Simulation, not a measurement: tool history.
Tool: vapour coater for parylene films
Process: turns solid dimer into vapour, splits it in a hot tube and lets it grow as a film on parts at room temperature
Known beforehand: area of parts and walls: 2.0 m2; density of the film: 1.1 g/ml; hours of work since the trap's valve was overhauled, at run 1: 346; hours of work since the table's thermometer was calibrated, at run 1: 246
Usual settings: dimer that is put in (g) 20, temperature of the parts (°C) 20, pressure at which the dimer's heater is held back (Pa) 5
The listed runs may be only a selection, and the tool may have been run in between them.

run   hour  dimer that is put in (g)  temperature of the parts (°C)  pressure at which the dimer's heater is held back (Pa)  hours of work since the trap's valve was overhauled  hours of work since the table's thermometer was calibrated  thickness of the film (nm)
  1      0                        20                             20                                                       5                                                  346                                                         246                        4930
  2   25.8                        20                             20                                                       5                                                  366                                                         266                        4950
  3   46.4                        20                             20                                                     6.6                                                  382                                                         282                        4760
  4     61                        20                             20                                                       5                                                  393                                                         293                        4930
  5   76.1                        20                             20                                                       5                                                  404                                                         304                        4940
  6   88.7                        20                             20                                                       5                                                  414                                                         314                        4920
  7  114.9                        20                             20                                                       5                                                  434                                                         334                        4920
  8  140.8                        20                             20                                                       5                                                  454                                                         354                        4930
  9  157.2                        20                             16                                                   11.42                                                  466                                                         366                        4720
 10  178.1                        20                             16                                                   11.42                                                  482                                                         382                        4760
 11  204.6                         8                             20                                                    6.12                                                  502                                                         402                        1890
 12  225.1                         8                             20                                                    6.12                                                  518                                                         418                        1920
 13  244.3                        20                             21                                                    4.18                                                  532                                                         432                        5000
 14  268.1                        26                             22                                                    11.2                                                  551                                                         451                        5580
 15  291.9                        21                             22                                                   10.23                                                  569                                                         469                        4610
     303.6  -- trap's valve overhauled
 16  313.9                        21                             22                                                   10.23                                                    8                                                         482                        4620

Some steps in thickness of the film (nm), run to run, broken into two amounts with sign: the step expected even without the hidden condition (settings, incoming material, random variation), and the rest, left for the hidden condition together with whatever gauge scatter is not in both the measured and the hidden-condition-free result:
The hidden state here: vapour lost through the trap's worn valve, %; true temperature of the parts over the reading, C; drift of the gauge itself on film_um, %.
Run 12 -> 13: dimer that is put in (g) 8 -> 20, temperature of the parts (°C) 20 -> 21, pressure at which the dimer's heater is held back (Pa) 6.12 -> 4.18. thickness of the film (nm) +3080: hidden state +30, all else +3050.
